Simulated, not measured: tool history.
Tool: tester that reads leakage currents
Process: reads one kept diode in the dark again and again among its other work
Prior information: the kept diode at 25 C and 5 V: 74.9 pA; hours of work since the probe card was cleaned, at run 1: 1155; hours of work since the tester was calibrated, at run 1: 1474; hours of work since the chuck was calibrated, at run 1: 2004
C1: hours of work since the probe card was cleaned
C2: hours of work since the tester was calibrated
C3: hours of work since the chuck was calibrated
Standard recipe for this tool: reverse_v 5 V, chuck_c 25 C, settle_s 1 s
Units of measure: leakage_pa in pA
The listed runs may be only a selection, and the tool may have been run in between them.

run 1 hour=0 | reverse_v=5 chuck_c=25 settle_s=1 | C1=1155 C2=1474 C3=2004 | leakage_pa=76.64
run 2 hour=56.1 | reverse_v=5 chuck_c=25 settle_s=1 | C1=1198 C2=1516 C3=2046 | leakage_pa=77.18
run 3 hour=139.2 | reverse_v=5 chuck_c=25 settle_s=1 | C1=1260 C2=1578 C3=2109 | leakage_pa=77.09
run 4 hour=231.4 | reverse_v=5 chuck_c=25 settle_s=1 | C1=1329 C2=1648 C3=2178 | leakage_pa=76.86
run 5 hour=291.9 | reverse_v=5 chuck_c=25 settle_s=1 | C1=1375 C2=1693 C3=2224 | leakage_pa=76.56
run 6 hour=356.4 | reverse_v=5 chuck_c=25 settle_s=0.87 | C1=1424 C2=1742 C3=2272 | leakage_pa=77.02
run 7 hour=439.2 | reverse_v=5 chuck_c=25 settle_s=0.87 | C1=1486 C2=1804 C3=2335 | leakage_pa=77.36
-- hour=445.8 chuck's temperature calibrated
run 8 hour=522 | reverse_v=5 chuck_c=55 settle_s=1 | C1=1547 C2=1865 C3=57 | leakage_pa=1067.18
run 9 hour=565.7 | reverse_v=1.11 chuck_c=25 settle_s=1 | C1=1580 C2=1898 C3=90 | leakage_pa=47.15
run 10 hour=619.6 | reverse_v=5 chuck_c=25 settle_s=1.4 | C1=1620 C2=1938 C3=131 | leakage_pa=76.52
run 11 hour=698.7 | reverse_v=5 chuck_c=25 settle_s=1.4 | C1=1680 C2=1998 C3=190 | leakage_pa=76.49
run 12 hour=769.6 | reverse_v=3.75 chuck_c=25 settle_s=0.3 | C1=1733 C2=2051 C3=244 | leakage_pa=73.42
run 13 hour=826.6 | reverse_v=3.75 chuck_c=25 settle_s=0.3 | C1=1776 C2=2094 C3=287 | leakage_pa=73.43
run 14 hour=931.4 | reverse_v=5 chuck_c=32 settle_s=0.87 | C1=1855 C2=2173 C3=366 | leakage_pa=148.53
run 15 hour=1014.5 | reverse_v=5 chuck_c=39 settle_s=1 | C1=1917 C2=2236 C3=428 | leakage_pa=277.65
run 16 hour=1084.6 | reverse_v=5 chuck_c=30 settle_s=1 | C1=1970 C2=2288 C3=481 | leakage_pa=123.23
run 17 hour=1142.6 | reverse_v=5 chuck_c=30 settle_s=1 | C1=2014 C2=2332 C3=525 | leakage_pa=123.12
run 18 hour=1189.8 | reverse_v=15.41 chuck_c=24 settle_s=1 | C1=2049 C2=2368 C3=560 | leakage_pa=103.14
run 19 hour=1278.1 | reverse_v=2.72 chuck_c=46 settle_s=1 | C1=2116 C2=2434 C3=627 | leakage_pa=419.58

For each entry between runs, how does the tool's hidden state at the last listed run before it compare with that at the first listed run after it?
Logged between run 7 and run 8: chuck's temperature calibrated (hour 445.8)
  true chuck temperature over the reading, C: -0.01 -> 0
